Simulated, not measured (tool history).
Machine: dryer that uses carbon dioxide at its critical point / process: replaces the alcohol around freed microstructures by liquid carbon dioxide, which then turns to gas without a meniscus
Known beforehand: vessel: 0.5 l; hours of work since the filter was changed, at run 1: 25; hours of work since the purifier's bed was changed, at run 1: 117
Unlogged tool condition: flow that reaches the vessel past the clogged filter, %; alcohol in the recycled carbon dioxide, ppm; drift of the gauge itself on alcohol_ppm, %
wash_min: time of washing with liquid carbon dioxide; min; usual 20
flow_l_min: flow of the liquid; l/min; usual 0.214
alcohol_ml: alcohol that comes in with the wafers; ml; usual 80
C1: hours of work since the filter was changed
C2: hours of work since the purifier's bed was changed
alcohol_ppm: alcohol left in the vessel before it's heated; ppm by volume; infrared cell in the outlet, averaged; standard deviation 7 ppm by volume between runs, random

{"run": 1, "hour": 0.0, "wash_min": 20, "flow_l_min": 0.214, "alcohol_ml": 80, "C1": 25, "C2": 117, "alcohol_ppm": 397}
{"run": 2, "hour": 8.0, "wash_min": 20, "flow_l_min": 0.214, "alcohol_ml": 100, "C1": 28, "C2": 120, "alcohol_ppm": 514}
{"run": 3, "hour": 13.3, "wash_min": 20, "flow_l_min": 0.214, "alcohol_ml": 100, "C1": 30, "C2": 122, "alcohol_ppm": 504}
{"run": 4, "hour": 18.9, "wash_min": 20, "flow_l_min": 0.255, "alcohol_ml": 100, "C1": 32, "C2": 124, "alcohol_ppm": 186}
{"run": 5, "hour": 23.9, "wash_min": 20, "flow_l_min": 0.255, "alcohol_ml": 100, "C1": 34, "C2": 125, "alcohol_ppm": 201}
{"run": 6, "hour": 28.9, "wash_min": 20, "flow_l_min": 0.255, "alcohol_ml": 100, "C1": 36, "C2": 127, "alcohol_ppm": 205}
{"run": 7, "hour": 37.1, "wash_min": 20, "flow_l_min": 0.255, "alcohol_ml": 106, "C1": 39, "C2": 130, "alcohol_ppm": 204}
{"run": 8, "hour": 46.2, "wash_min": 20, "flow_l_min": 0.255, "alcohol_ml": 106, "C1": 42, "C2": 134, "alcohol_ppm": 213}
{"run": 9, "hour": 54.0, "wash_min": 20, "flow_l_min": 0.252, "alcohol_ml": 80, "C1": 45, "C2": 137, "alcohol_ppm": 186}
{"run": 10, "hour": 61.6, "wash_min": 20, "flow_l_min": 0.214, "alcohol_ml": 80, "C1": 48, "C2": 140, "alcohol_ppm": 433}
{"run": 11, "hour": 71.4, "wash_min": 17, "flow_l_min": 0.214, "alcohol_ml": 80, "C1": 52, "C2": 143, "alcohol_ppm": 1028}
{"run": 12, "hour": 77.4, "wash_min": 20, "flow_l_min": 0.214, "alcohol_ml": 68, "C1": 54, "C2": 145, "alcohol_ppm": 382}
{"run": 13, "hour": 82.7, "wash_min": 18, "flow_l_min": 0.215, "alcohol_ml": 40, "C1": 56, "C2": 147, "alcohol_ppm": 415}
{"run": 14, "hour": 88.6, "wash_min": 15, "flow_l_min": 0.144, "alcohol_ml": 90, "C1": 58, "C2": 150, "alcohol_ppm": 8518}
{"run": 15, "hour": 97.2, "wash_min": 19, "flow_l_min": 0.138, "alcohol_ml": 64, "C1": 61, "C2": 153, "alcohol_ppm": 3280}
{"run": 16, "hour": 105.4, "wash_min": 17, "flow_l_min": 0.356, "alcohol_ml": 113, "C1": 64, "C2": 156, "alcohol_ppm": 109}
{"run": 17, "hour": 111.6, "wash_min": 16, "flow_l_min": 0.214, "alcohol_ml": 80, "C1": 67, "C2": 158, "alcohol_ppm": 1364}
{"run": 18, "hour": 121.4, "wash_min": 16, "flow_l_min": 0.214, "alcohol_ml": 80, "C1": 70, "C2": 162, "alcohol_ppm": 1422}
{"run": 19, "hour": 130.3, "wash_min": 22, "flow_l_min": 0.286, "alcohol_ml": 80, "C1": 74, "C2": 165, "alcohol_ppm": 85}
{"run": 20, "hour": 140.3, "wash_min": 14, "flow_l_min": 0.3, "alcohol_ml": 80, "C1": 77, "C2": 169, "alcohol_ppm": 573}
{"run": 21, "hour": 145.5, "wash_min": 21, "flow_l_min": 0.197, "alcohol_ml": 22, "C1": 79, "C2": 171, "alcohol_ppm": 206}

Forecast each of these 4 alternatives for the next run:
{"run": "A", "hour": 151.1, "wash_min": 27, "flow_l_min": 0.153, "alcohol_ml": 39, "C1": 81, "C2": 173, "alcohol_ppm": "?"}
{"run": "B", "hour": 151.1, "wash_min": 29, "flow_l_min": 0.197, "alcohol_ml": 102, "C1": 81, "C2": 173, "alcohol_ppm": "?"}
{"run": "C", "hour": 151.1, "wash_min": 21, "flow_l_min": 0.326, "alcohol_ml": 21, "C1": 81, "C2": 173, "alcohol_ppm": "?"}
{"run": "D", "hour": 151.1, "wash_min": 21, "flow_l_min": 0.149, "alcohol_ml": 22, "C1": 81, "C2": 173, "alcohol_ppm": "?"}

run=A alcohol_ppm=304
run=B alcohol_ppm=140
run=C alcohol_ppm=70
run=D alcohol_ppm=630
With the hidden condition removed and each run's random variation left untouched, the same runs would have given:
run=A alcohol_ppm=186
run=B alcohol_ppm=57
run=C alcohol_ppm=9
run=D alcohol_ppm=463
